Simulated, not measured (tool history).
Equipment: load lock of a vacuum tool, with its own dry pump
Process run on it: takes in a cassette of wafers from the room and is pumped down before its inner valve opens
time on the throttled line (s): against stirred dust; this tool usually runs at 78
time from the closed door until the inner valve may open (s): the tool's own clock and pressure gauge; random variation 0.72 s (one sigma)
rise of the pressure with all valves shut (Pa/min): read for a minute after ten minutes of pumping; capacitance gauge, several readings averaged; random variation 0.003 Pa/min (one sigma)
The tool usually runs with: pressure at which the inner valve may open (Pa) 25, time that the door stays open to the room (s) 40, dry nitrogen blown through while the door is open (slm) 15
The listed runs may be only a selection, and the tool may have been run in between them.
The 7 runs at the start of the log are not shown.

| run | day | time on the throttled line (s) | pressure at which the inner valve may open (Pa) | time that the door stays open to the room (s) | dry nitrogen blown through while the door is open (slm) | incoming humidity of the room's air, % | time from the closed door until the inner valve may open (s) | rise of the pressure with all valves shut (Pa/min) |
|---|---|---|---|---|---|---|---|---|
| 8 | 153.162 | 43 | 25 | 40 | 15 | 42.7 | 76.8 | 0.018 |
| 9 | 177.233 | 78 | 25 | 40 | 15 | 41.9 | 109.4 | 0.017 |
| 10 | 190.492 | 78 | 25 | 40 | 12 | 44.3 | 109.0 | 0.019 |
| 11 | 207.275 | 78 | 25 | 40 | 15 | 45.2 | 109.1 | 0.020 |
| 12 | 223.146 | 78 | 25 | 40 | 15 | 46.7 | 110.2 | 0.018 |
| 13 | 253.775 | 78 | 25 | 40 | 15 | 46.9 | 109.0 | 0.018 |
| 14 | 271.058 | 78 | 25 | 40 | 15 | 44.6 | 109.8 | 0.014 |
|  | 275.012 | dry pump taken out, an overhauled one fitted |
| 15 | 284.175 | 78 | 25 | 40 | 15 | 43.4 | 108.8 | 0.014 |
| 16 | 305.721 | 78 | 25 | 40 | 15 | 44.9 | 109.5 | 0.019 |
| 17 | 324.842 | 78 | 25 | 40 | 15 | 45.3 | 109.3 | 0.015 |
| 18 | 344.038 | 120 | 22 | 40 | 15 | 43.4 | 148.0 | 0.017 |
| 19 | 367.442 | 43 | 22 | 101 | 19 | 46.1 | 77.5 | 0.026 |
| 20 | 394.258 | 43 | 34 | 42 | 15 | 42.0 | 76.6 | 0.017 |
| 21 | 420.683 | 84 | 46 | 28 | 28 | 41.8 | 111.9 | 0.013 |
| 22 | 444.404 | 84 | 46 | 28 | 28 | 45.9 | 112.8 | 0.014 |
|  | 452.979 | door's seal changed, seat wiped |
| 23 | 462.604 | 84 | 46 | 28 | 28 | 41.3 | 112.6 | 0.009 |
| 24 | 480.800 | 151 | 19 | 40 | 9 | 46.0 | 175.9 | 0.024 |
| 25 | 499.462 | 87 | 35 | 86 | 16 | 44.1 | 117.4 | 0.021 |
| 26 | 522.062 | 78 | 28 | 67 | 15 | 49.1 | 109.5 | 0.026 |
| 27 | 541.521 | 78 | 28 | 67 | 15 | 47.6 | 109.4 | 0.020 |
| 28 | 565.629 | 78 | 28 | 67 | 15 | 44.7 | 109.6 | 0.023 |

Run 29, settings as shown, results not yet in. Your forecast:
| 29 | 591.638 | 78 | 28 | 67 | 15 | 43.1 | ? | ? |

{"run 29": {"time from the closed door until the inner valve may open (s)": 109.2, "rise of the pressure with all valves shut (Pa/min)": 0.019}}
Without the tool's hidden state the same run would have given time from the closed door until the inner valve may open (s) 109.2, rise of the pressure with all valves shut (Pa/min) 0.019.

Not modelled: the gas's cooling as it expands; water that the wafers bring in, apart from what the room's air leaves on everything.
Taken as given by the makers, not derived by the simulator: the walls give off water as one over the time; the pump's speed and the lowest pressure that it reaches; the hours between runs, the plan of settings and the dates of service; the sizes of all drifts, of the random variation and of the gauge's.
